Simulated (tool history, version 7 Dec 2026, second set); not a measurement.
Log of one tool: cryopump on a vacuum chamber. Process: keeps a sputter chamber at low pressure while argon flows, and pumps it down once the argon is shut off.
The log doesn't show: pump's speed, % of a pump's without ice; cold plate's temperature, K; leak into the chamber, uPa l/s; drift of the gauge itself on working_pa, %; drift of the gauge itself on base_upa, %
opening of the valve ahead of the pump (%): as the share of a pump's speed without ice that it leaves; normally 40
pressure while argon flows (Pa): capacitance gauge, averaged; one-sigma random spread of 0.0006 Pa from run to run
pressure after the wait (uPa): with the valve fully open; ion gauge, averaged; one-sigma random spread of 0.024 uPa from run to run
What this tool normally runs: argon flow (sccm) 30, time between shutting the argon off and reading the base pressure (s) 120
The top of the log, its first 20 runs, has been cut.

run	day	argon flow (sccm)	time between shutting the argon off and reading the base pressure (s)	opening of the valve ahead of the pump (%)	hours of work since the pump was warmed up and emptied	hours of work since the cold head was overhauled	hours of work since the chamber's fittings were tightened	pressure while argon flows (Pa)	pressure after the wait (uPa)
21	49.792	54	120	40	701	1801	1519	0.158	1.73
22	51.121	13	113	42	715	1815	1533	0.0368	1.85
23	52.988	13	113	42	736	1836	1554	0.0361	1.87
24	55.021	13	113	42	758	1858	1576	0.0371	1.89
25	57.112	43	21	40	781	1881	1599	0.1252	5.35
26	60.146	43	21	40	815	1914	1632	0.1274	5.17
27	62.308	30	53	50	838	1938	1656	0.0709	2.81
28	65.404	14	276	18	872	1972	1690	0.0898	1.52
29	67.142	14	276	18	891	1991	1709	0.0881	1.53
30	69.375	31	207	22	916	2016	1734	0.1637	1.58
31	71.904	31	207	22	944	2044	1762	0.1636	1.64
32	73.446	42	120	50	961	2060	1778	0.1003	2.06
33	76.429	40	27	57	993	2093	1811	0.0863	4.63

What if the next run were any one of these 5? Each begins from the tool's condition after run 33:
A	79.417	40	21	57	1026	2126	1844	?	?
B	79.417	41	27	28	1026	2126	1844	?	?
C	79.417	13	251	31	1026	2126	1844	?	?
D	79.417	15	27	57	1026	2126	1844	?	?
E	79.417	17	43	24	1026	2126	1844	?	?

run	pressure while argon flows (Pa)	pressure after the wait (uPa)
A	0.0853	5.52
B	0.1719	4.5
C	0.049	1.66
D	0.0315	4.56
E	0.0828	3.37
The same runs, with their run-to-run variation unchanged, on a tool lacking any hidden condition would have given:
run	pressure while argon flows (Pa)	pressure after the wait (uPa)
A	0.0784	4.41
B	0.1648	3.42
C	0.0467	0.56
D	0.0289	3.47
E	0.0799	2.26

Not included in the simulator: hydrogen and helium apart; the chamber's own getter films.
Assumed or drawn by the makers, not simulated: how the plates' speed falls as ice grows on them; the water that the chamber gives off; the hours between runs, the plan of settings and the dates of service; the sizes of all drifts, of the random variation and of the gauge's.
